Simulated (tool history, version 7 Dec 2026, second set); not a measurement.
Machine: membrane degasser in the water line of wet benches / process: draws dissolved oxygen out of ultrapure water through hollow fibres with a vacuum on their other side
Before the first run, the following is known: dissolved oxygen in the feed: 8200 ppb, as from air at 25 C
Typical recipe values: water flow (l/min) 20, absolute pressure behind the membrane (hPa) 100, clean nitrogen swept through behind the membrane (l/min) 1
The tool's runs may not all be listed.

run	hour	water flow (l/min)	absolute pressure behind the membrane (hPa)	clean nitrogen swept through behind the membrane (l/min)	dissolved oxygen in the water behind the degasser (ppb)	pressure that the water loses in the fibres (hPa)
1	0	20	100	1	321.1	490.7
2	68.9	20	100	1	319.1	493.4
3	136.2	18	100	1	291.1	440.7
4	259.8	18	100	1	290.4	442.2
5	331.1	20	100	1	319.9	489.8
6	434	20	100	1	321.6	487.7
7	581	20	100	1	321.3	489.7
8	679.7	21	100	1	339.6	517.4
9	762.4	21	100	1	335.2	515.3
# hour 775.2: vacuum gauge calibrated
10	856.3	28	100	1	443.4	693.4
11	919.9	28	100	1	445.4	688.9
12	998.5	28	100	1.41	347.1	689
13	1094.6	28	100	1.41	346.4	686.1
# hour 1104.7: vacuum gauge calibrated, once more
14	1192.8	28	100	1.41	334	691.4
# hour 1214.6: seals of the vacuum lines changed
15	1290	20	100	1.05	302.2	492.6
16	1402.4	20	100	1.05	302.3	494.6
17	1499	19	221	1.08	713.3	465.6
18	1577.7	15	100	1.34	185.8	370.6
19	1718.4	19	133	1.34	337.9	467.3
20	1802.8	19	61	0.68	189	469.3
21	1880.7	20	65	0.94	174	498.5
22	1942.1	20	65	0.94	173.4	493.5
23	2054.5	20	65	0.94	174.5	496.5
24	2125.9	20	65	0.94	174.5	493.5
25	2269.4	20	151	1	526.4	496.5
26	2395	25	100	1	391.2	617
27	2525.6	27	100	0.48	707.7	674.5
28	2597.3	12	67	0.48	193.4	299.1
29	2704.3	15	62	0.56	182.2	372.4
30	2796.2	15	62	0.56	182.8	372.8
31	2892.4	13	83	0.56	262.3	320.1

Results for each run, recomputed without the tool's hidden state and with each run's random variation untouched:
Unlogged tool condition in this case: membrane still open, %; true pressure behind the membrane over the reading, kPa; air that leaks in behind the membrane, l/min; drift of the gauge itself on oxygen_ppb, %; drift of the gauge itself on loss_of_pressure_kpa, %.
run	dissolved oxygen in the water behind the degasser (ppb)	pressure that the water loses in the fibres (hPa)
1	312.4	485.1
2	310.2	487.6
3	282.1	435.3
4	281.2	436.6
5	310.3	483.3
6	311.7	480.9
7	311	482.5
8	328.8	509.6
9	324.2	507.3
10	427.7	682.4
11	429.4	677.7
12	332.8	677.6
13	331.8	674.3
14	328.5	679.2
15	300.9	483.6
16	300.7	485.3
17	711.1	456.6
18	184.5	363.3
19	335.3	457.6
20	186.8	459.5
21	171.3	487.9
22	170.5	482.8
23	171.3	485.4
24	171.1	482.2
25	522	484.9
26	385.3	602.1
27	700.8	657.8
28	190.4	291.6
29	178.2	362.8
30	178.6	363.1
31	258.1	311.5

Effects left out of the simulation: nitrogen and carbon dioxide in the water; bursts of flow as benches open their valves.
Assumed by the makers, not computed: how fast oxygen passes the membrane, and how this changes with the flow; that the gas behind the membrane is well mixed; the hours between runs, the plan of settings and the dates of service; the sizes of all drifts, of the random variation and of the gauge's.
